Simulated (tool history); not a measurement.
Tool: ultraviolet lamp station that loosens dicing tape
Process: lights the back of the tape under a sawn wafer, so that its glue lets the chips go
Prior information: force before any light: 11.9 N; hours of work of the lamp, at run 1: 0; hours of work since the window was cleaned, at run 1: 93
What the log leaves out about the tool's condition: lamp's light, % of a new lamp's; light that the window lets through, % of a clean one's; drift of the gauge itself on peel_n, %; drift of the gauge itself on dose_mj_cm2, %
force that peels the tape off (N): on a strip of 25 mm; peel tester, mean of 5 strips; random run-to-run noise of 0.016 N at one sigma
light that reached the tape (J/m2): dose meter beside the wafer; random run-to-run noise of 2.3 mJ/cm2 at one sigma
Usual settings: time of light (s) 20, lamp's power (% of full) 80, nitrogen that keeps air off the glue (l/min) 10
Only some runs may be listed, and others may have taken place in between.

run     day  time of light (s)  lamp's power (% of full)  nitrogen that keeps air off the glue (l/min)  hours of work of the lamp  hours of work since the window was cleaned  force that peels the tape off (N)  light that reached the tape (J/m2)
  1   0.000                 20                        80                                            10                          0                                          93                              0.809                                2160
  2   2.058                 20                        80                                            10                         33                                         125                              0.853                                2020
  3   4.550                 20                        80                                            10                         72                                         165                              0.853                                2060
  4   7.175                 20                        80                                            10                        114                                         206                              0.902                                2070
  5   9.879                 20                        88                                            10                        157                                         249                              0.749                                2170
  6  12.750                 20                        80                                            10                        202                                         295                              1.015                                1940
  7  15.954                 20                        67                                            10                        253                                         346                              1.514                                1620
  8  18.971                 20                        67                                            10                        301                                         393                              1.574                                1550
  9  21.733                 20                        67                                            10                        345                                         437                              1.592                                1520
 10  23.925                 20                        80                                            10                        380                                         472                              1.139                                1780
 11  26.075                 14                        80                                            10                        414                                         506                              2.401                                1290
     26.338  -- window cleaned of glue's vapour
 12  29.138                 16                        80                                             5                        462                                          44                              3.199                                1300
 13  32.183                 16                        80                                             5                        510                                          93                              3.297                                1320
     32.729  -- window cleaned of glue's vapour, once more
 14  34.750                 16                        80                                             5                        551                                          32                              2.895                                1450
 15  36.912                 16                        80                                             5                        585                                          66                              2.881                                1400
 16  40.212                 11                        75                                            19                        637                                         119                              2.707                                 900
 17  41.750                 11                        75                                            15                        662                                         143                              2.890                                 870
 18  44.400                 14                        95                                             4                        704                                         185                              3.463                                1370
 19  47.354                 24                        65                                             8                        751                                         232                              1.794                                1610
 20  49.775                 40                        82                                            15                        789                                         270                              0.206                                3320

What if the next run were any one of these 4? Each begins from the tool's condition after run 20:
  A  52.533                 20                        76                                            10                        833                                         314                                  ?                                   ?
  B  52.533                 20                        80                                            15                        833                                         314                                  ?                                   ?
  C  52.533                 13                        72                                             7                        833                                         314                                  ?                                   ?
  D  52.533                 20                        61                                            10                        833                                         314                                  ?                                   ?

run  force that peels the tape off (N)  light that reached the tape (J/m2)
  A                              1.610                                1520
  B                              1.099                                1580
  C                              4.127                                 940
  D                              2.401                                1240
Take away the tool's hidden state, keep each run's random variation, and the runs would have read:
run  force that peels the tape off (N)  light that reached the tape (J/m2)
  A                              0.849                                2050
  B                              0.533                                2140
  C                              2.845                                1280
  D                              1.400                                1670
